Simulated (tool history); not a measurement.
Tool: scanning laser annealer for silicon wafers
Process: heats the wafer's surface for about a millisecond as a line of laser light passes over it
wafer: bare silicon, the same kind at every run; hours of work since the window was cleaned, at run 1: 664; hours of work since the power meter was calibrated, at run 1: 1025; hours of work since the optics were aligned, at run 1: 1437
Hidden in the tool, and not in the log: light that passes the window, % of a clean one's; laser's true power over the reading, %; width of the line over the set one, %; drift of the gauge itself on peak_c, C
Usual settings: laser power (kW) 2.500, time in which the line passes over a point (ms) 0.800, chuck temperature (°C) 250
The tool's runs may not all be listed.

run	hour	laser power (kW)	time in which the line passes over a point (ms)	chuck temperature (°C)	hours of work since the window was cleaned	hours of work since the power meter was calibrated	hours of work since the optics were aligned	highest temperature of the surface (°C)
1	0.0	2.500	0.800	250	664	1025	1437	943
2	39.8	2.500	0.800	250	682	1042	1454	942
3	94.2	2.591	0.800	250	705	1066	1477	969
4	140.2	2.616	0.800	250	725	1085	1497	979
5	189.6	2.170	0.800	250	746	1107	1519	839
6	237.8	2.170	0.800	250	767	1128	1540	841
7	292.8	2.500	0.800	290	791	1151	1563	979
8	321.0	2.500	0.800	244	803	1164	1575	934
9	379.5	2.500	0.800	230	829	1189	1601	920
# hour 405.7: window over the wafer cleaned
10	415.5	2.500	0.800	230	4	1204	1615	934
11	449.6	2.500	0.800	230	19	1218	1630	929
12	476.3	2.500	0.800	230	31	1230	1642	933
13	535.0	2.500	0.800	230	56	1255	1667	933
14	581.8	2.500	0.800	288	76	1275	1687	989
15	613.4	2.500	0.800	288	90	1289	1701	993
16	652.0	2.500	0.800	288	106	1306	1718	990
17	695.7	2.500	0.800	288	125	1325	1737	989
# hour 705.9: optics aligned, line set to its width
18	737.6	2.500	0.800	221	141	1341	14	926
19	778.0	2.500	0.800	221	159	1358	31	923
# hour 786.3: laser's power meter calibrated
20	839.5	2.410	0.800	250	184	23	56	921
21	889.9	2.500	0.653	250	206	45	78	884
22	937.1	2.131	0.644	280	226	65	99	806
23	972.3	2.589	0.673	241	242	80	114	910
24	1015.4	2.239	0.800	225	260	99	132	840
25	1058.4	2.239	0.800	225	279	118	151	841
# hour 1065.8: laser's power meter calibrated, once more
26	1114.0	2.500	0.911	230	301	21	174	985
27	1167.9	2.500	0.902	213	325	44	197	962
28	1216.7	2.500	0.603	232	346	65	218	851
29	1253.4	2.619	0.917	223	362	81	234	1018
30	1309.6	2.500	0.650	286	386	105	258	925
31	1340.1	2.194	0.651	236	399	119	272	790
32	1394.6	2.238	0.922	265	423	142	295	930
33	1443.9	2.728	0.563	250	444	163	316	903
34	1493.3	2.728	0.563	250	465	185	338	909
35	1535.2	2.728	0.563	250	484	203	356	902
36	1582.4	2.728	0.563	250	504	223	376	902
37	1637.1	2.728	0.563	250	528	247	400	904
38	1664.9	2.500	0.567	250	540	259	412	845
39	1700.9	2.330	0.604	215	555	275	428	782
40	1743.2	2.390	0.807	263	573	293	446	932

Forecast each of these 3 alternatives for the next run:
A	1772.5	2.437	0.570	273	586	306	458	?
B	1772.5	2.390	0.953	263	586	306	458	?
C	1772.5	2.395	0.807	263	586	306	458	?

run	highest temperature of the surface (°C)
A	854
B	986
C	933
Without the tool's hidden state the same runs would have given:
run	highest temperature of the surface (°C)
A	866
B	1002
C	948
